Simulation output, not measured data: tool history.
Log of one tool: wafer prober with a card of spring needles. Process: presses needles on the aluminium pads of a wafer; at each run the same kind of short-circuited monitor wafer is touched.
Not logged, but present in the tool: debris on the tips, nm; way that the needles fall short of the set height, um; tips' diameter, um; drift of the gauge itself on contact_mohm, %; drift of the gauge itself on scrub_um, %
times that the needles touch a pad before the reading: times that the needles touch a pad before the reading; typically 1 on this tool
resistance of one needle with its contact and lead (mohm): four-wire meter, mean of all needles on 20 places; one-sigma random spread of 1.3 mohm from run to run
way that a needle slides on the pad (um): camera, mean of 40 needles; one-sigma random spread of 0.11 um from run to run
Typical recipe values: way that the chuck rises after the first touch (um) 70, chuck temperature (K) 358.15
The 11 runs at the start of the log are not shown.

run	hour	way that the chuck rises after the first touch (um)	chuck temperature (K)	times that the needles touch a pad before the reading	touches since the tips were cleaned	cleanings since the card got new needles	touches since the first contact's height was set	resistance of one needle with its contact and lead (mohm)	way that a needle slides on the pad (um)
12	309.5	70	358.15	1	6090	32	17132	171	13.85
# hour 316.2: tips cleaned on abrasive film
13	332.6	70	358.15	1	3799	33	22457	159	13.74
# hour 348.1: tips cleaned on abrasive film
14	355.7	70	358.15	1	1762	34	27772	140	13.85
15	373.8	70	358.15	1	5927	34	31937	168	13.72
# hour 381.1: tips cleaned on abrasive film
16	411.3	70	358.15	1	6997	35	40598	176	13.78
# hour 414.3: tips cleaned on abrasive film
17	428.7	70	358.15	1	3310	36	44574	154	13.75
# hour 446.9: tips cleaned on abrasive film
18	446.9	74	314.15	1	0	37	48773	114	14.67
19	476.1	81	358.15	2	6738	37	55511	142	16.05
# hour 478.3: tips cleaned on abrasive film
20	508.3	70	324.15	1	6929	38	62926	174	13.86
# hour 511.7: tips cleaned on abrasive film
21	529.3	85	324.15	1	4067	39	67757	145	16.69
# hour 542.5: tips cleaned on abrasive film
22	562	53	358.15	2	4507	40	75300	170	10.19
# hour 574.5: tips cleaned on abrasive film
23	591	53	303.15	1	3815	41	81982	190	10.3
# hour 607.3: tips cleaned on abrasive film
24	625.5	82	306.15	3	4211	42	89933	120	15.86
# hour 640.5: tips cleaned on abrasive film
25	649.2	82	306.15	3	2009	43	95386	116	16.02
# hour 674.3: tips cleaned on abrasive film
26	686.8	90	377.15	2	2894	44	104056	132	17.53
# hour 706.3: tips cleaned on abrasive film
27	724.5	90	377.15	2	4188	45	112727	132	17.49
# hour 738.8: tips cleaned on abrasive film
28	750.8	59	392.15	1	2768	46	118792	170	11.47
# hour 770.1: tips cleaned on abrasive film
29	779.3	59	392.15	1	2128	47	125364	164	11.36
30	797.3	75	376.15	1	6277	47	129513	169	14.53
# hour 802.5: tips cleaned on abrasive film
31	822.4	75	376.15	1	4594	48	135288	160	14.41
# hour 835.2: tips cleaned on abrasive film
32	856.1	75	376.15	1	4835	49	143053	162	14.23

Alternative continuations, all from the tool just after run 32; predict every row:
# hour 868: tips cleaned on abrasive film
A	883.7	62	309.15	2	3646	50	149421	?	?
# hour 868: tips cleaned on abrasive film
B	883.7	75	309.15	2	3646	50	149421	?	?
# hour 868: tips cleaned on abrasive film
C	883.7	58	376.15	1	3646	50	149421	?	?

run	resistance of one needle with its contact and lead (mohm)	way that a needle slides on the pad (um)
A	146	11.9
B	135	14.47
C	183	11
Had the tool no hidden state, the same runs would have come out as:
run	resistance of one needle with its contact and lead (mohm)	way that a needle slides on the pad (um)
A	106	12.33
B	106	14.91
C	116	11.44
